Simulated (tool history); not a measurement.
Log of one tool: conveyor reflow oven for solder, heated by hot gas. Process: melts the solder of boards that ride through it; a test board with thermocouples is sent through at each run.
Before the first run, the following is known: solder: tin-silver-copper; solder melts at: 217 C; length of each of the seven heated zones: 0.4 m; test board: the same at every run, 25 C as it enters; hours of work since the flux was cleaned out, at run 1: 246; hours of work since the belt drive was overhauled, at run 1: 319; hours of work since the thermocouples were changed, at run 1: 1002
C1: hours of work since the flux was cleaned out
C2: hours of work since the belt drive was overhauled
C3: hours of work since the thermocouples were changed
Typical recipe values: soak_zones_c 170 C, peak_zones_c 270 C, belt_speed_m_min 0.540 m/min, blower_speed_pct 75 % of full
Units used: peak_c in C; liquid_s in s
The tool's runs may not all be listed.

Run 1, hour 0.0: usual settings; C1 246; C2 319; C3 1002. Result: peak_c 251.2 C, liquid_s 63.0 s.
Run 2, hour 33.6: usual settings; C1 265; C2 338; C3 1021. Result: peak_c 250.5 C, liquid_s 63.4 s.
Run 3, hour 111.5: usual settings; C1 308; C2 381; C3 1065. Result: peak_c 250.5 C, liquid_s 63.2 s.
At hour 123.6: flux residue cleaned out of gas plates and filters.
Run 4, hour 183.5: usual settings but soak_zones_c 180 C; C1 34; C2 419; C3 1102. Result: peak_c 253.9 C, liquid_s 72.0 s.
Run 5, hour 258.1: usual settings but soak_zones_c 180 C; C1 75; C2 461; C3 1144. Result: peak_c 254.1 C, liquid_s 71.1 s.
Run 6, hour 300.6: usual settings but soak_zones_c 180 C; C1 99; C2 485; C3 1168. Result: peak_c 253.6 C, liquid_s 70.4 s.
Run 7, hour 368.6: usual settings but soak_zones_c 180 C; C1 138; C2 523; C3 1206. Result: peak_c 253.4 C, liquid_s 71.1 s.
Run 8, hour 411.4: usual settings but soak_zones_c 180 C, belt_speed_m_min 0.575 m/min; C1 162; C2 547; C3 1230. Result: peak_c 251.4 C, liquid_s 64.3 s.
Run 9, hour 456.9: usual settings; C1 187; C2 572; C3 1256. Result: peak_c 251.2 C, liquid_s 64.5 s.
Run 10, hour 504.4: usual settings but soak_zones_c 179 C, peak_zones_c 284 C, blower_speed_pct 54 % of full; C1 214; C2 599; C3 1282. Result: peak_c 260.3 C, liquid_s 74.9 s.
Run 11, hour 545.0: usual settings but soak_zones_c 179 C, peak_zones_c 276 C, belt_speed_m_min 0.453 m/min, blower_speed_pct 54 % of full; C1 236; C2 622; C3 1305. Result: peak_c 259.2 C, liquid_s 89.5 s.
Run 12, hour 583.6: usual settings but soak_zones_c 179 C, peak_zones_c 276 C, belt_speed_m_min 0.453 m/min, blower_speed_pct 54 % of full; C1 258; C2 643; C3 1327. Result: peak_c 260.0 C, liquid_s 89.2 s.
Run 13, hour 626.2: usual settings but soak_zones_c 179 C, peak_zones_c 276 C, belt_speed_m_min 0.453 m/min, blower_speed_pct 54 % of full; C1 282; C2 667; C3 1351. Result: peak_c 259.7 C, liquid_s 89.6 s.
Run 14, hour 669.2: usual settings but soak_zones_c 179 C, peak_zones_c 276 C, belt_speed_m_min 0.453 m/min, blower_speed_pct 54 % of full; C1 306; C2 691; C3 1375. Result: peak_c 259.5 C, liquid_s 90.0 s.
At hour 685.8: flux residue cleaned out of gas plates and filters.
At hour 726.7: thermocouples of zones 6 and 7 changed.
Run 15, hour 726.9: usual settings but soak_zones_c 171 C; C1 22; C2 720; C3 0. Result: peak_c 254.2 C, liquid_s 67.4 s.
Run 16, hour 785.7: usual settings but soak_zones_c 171 C; C1 55; C2 753; C3 33. Result: peak_c 252.8 C, liquid_s 67.5 s.
Run 17, hour 836.5: usual settings but soak_zones_c 159 C, peak_zones_c 281 C, belt_speed_m_min 0.442 m/min, blower_speed_pct 60 % of full; C1 83; C2 781; C3 62. Result: peak_c 265.3 C, liquid_s 89.1 s.

Alternative continuations, all from the tool just after run 17; predict every row:
Run A, hour 881.4: usual settings but soak_zones_c 159 C, peak_zones_c 281 C, belt_speed_m_min 0.471 m/min, blower_speed_pct 60 % of full; C1 109; C2 807; C3 87. Result: peak_c ?, liquid_s ?.
Run B, hour 881.4: usual settings but soak_zones_c 175 C, peak_zones_c 263 C, belt_speed_m_min 0.570 m/min, blower_speed_pct 60 % of full; C1 109; C2 807; C3 87. Result: peak_c ?, liquid_s ?.
Run C, hour 881.4: usual settings but peak_zones_c 261 C, belt_speed_m_min 0.570 m/min; C1 109; C2 807; C3 87. Result: peak_c ?, liquid_s ?.
Run D, hour 881.4: usual settings but soak_zones_c 159 C, peak_zones_c 259 C, belt_speed_m_min 0.574 m/min, blower_speed_pct 65 % of full; C1 109; C2 807; C3 87. Result: peak_c ?, liquid_s ?.
Run E, hour 881.4: usual settings but soak_zones_c 178 C, peak_zones_c 281 C, belt_speed_m_min 0.442 m/min, blower_speed_pct 60 % of full; C1 109; C2 807; C3 87. Result: peak_c ?, liquid_s ?.

run  peak_c  liquid_s
  A   263.6      80.9
  B   243.6      53.8
  C   242.7      53.8
  D   237.0      40.7
  E   267.9      98.0
Without the tool's unlogged condition, the same runs would have read:
run  peak_c  liquid_s
  A   264.1      80.0
  B   244.2      53.6
  C   243.4      53.8
  D   237.7      41.1
  E   268.3      96.6

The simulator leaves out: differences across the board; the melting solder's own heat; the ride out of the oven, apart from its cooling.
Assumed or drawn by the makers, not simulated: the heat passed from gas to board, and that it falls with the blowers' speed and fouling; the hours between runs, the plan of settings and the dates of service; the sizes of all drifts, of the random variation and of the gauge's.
